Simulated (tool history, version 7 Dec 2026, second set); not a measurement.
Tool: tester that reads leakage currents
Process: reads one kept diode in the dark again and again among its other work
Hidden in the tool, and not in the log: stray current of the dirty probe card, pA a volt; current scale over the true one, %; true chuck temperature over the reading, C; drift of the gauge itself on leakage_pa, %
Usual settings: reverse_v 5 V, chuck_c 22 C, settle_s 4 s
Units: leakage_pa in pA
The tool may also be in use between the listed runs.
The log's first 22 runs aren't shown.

run,day,reverse_v,chuck_c,settle_s,hours of work since the probe card was cleaned,hours of work since the tester was calibrated,hours of work since the chuck was calibrated,leakage_pa
23,168.258,5,39,4.77,2213,2950,970,301.56
24,177.912,5,39,4.77,2355,3092,1111,299.03
25,186.292,5,39,4.77,2477,3215,1234,297.91
# day 192.962: probe card cleaned and baked
26,197.238,1.98,56,2.05,63,3373,1392,539.35
27,205.975,5.36,21,0.91,191,3501,1521,77.76
28,210.758,5.36,21,0.91,261,3571,1591,77.88
29,215.738,5.36,21,0.91,334,3644,1664,77.63
30,226.633,10.14,42,4,494,3804,1823,511.39
31,235.004,8.04,25,4.97,616,3927,1946,129.36
32,245.092,8.04,25,4.97,764,4075,2094,128.67
# day 246.254: chuck's temperature calibrated
33,255.475,8.04,25,4.97,915,4226,135,151.13
# day 265.862: tester calibrated
34,265.967,17.57,53,5.96,1068,2,288,1635.65
35,273.242,2.11,22,5.26,1174,108,394,55.18
36,283.717,2.11,22,5.26,1328,262,548,54.92
37,292.279,1.15,34,1.03,1453,387,673,93.85
38,297.075,1.15,34,1.03,1524,457,744,93.65
39,305.717,5.91,27,4,1650,584,870,141.42

4 ways to go on from here, each from the tool as it stands after run 39. What would each give?
A,312.012,5,46,4,1743,676,963,?
B,312.012,5,55,4,1743,676,963,?
C,312.012,1.76,22,1.31,1743,676,963,?
D,312.012,2.58,33,1.07,1743,676,963,?

run,leakage_pa
A,488.8
B,882.14
C,48.08
D,136.63
Without the tool's hidden state the same runs would have given:
run,leakage_pa
A,522.26
B,942.99
C,50.64
D,145.62
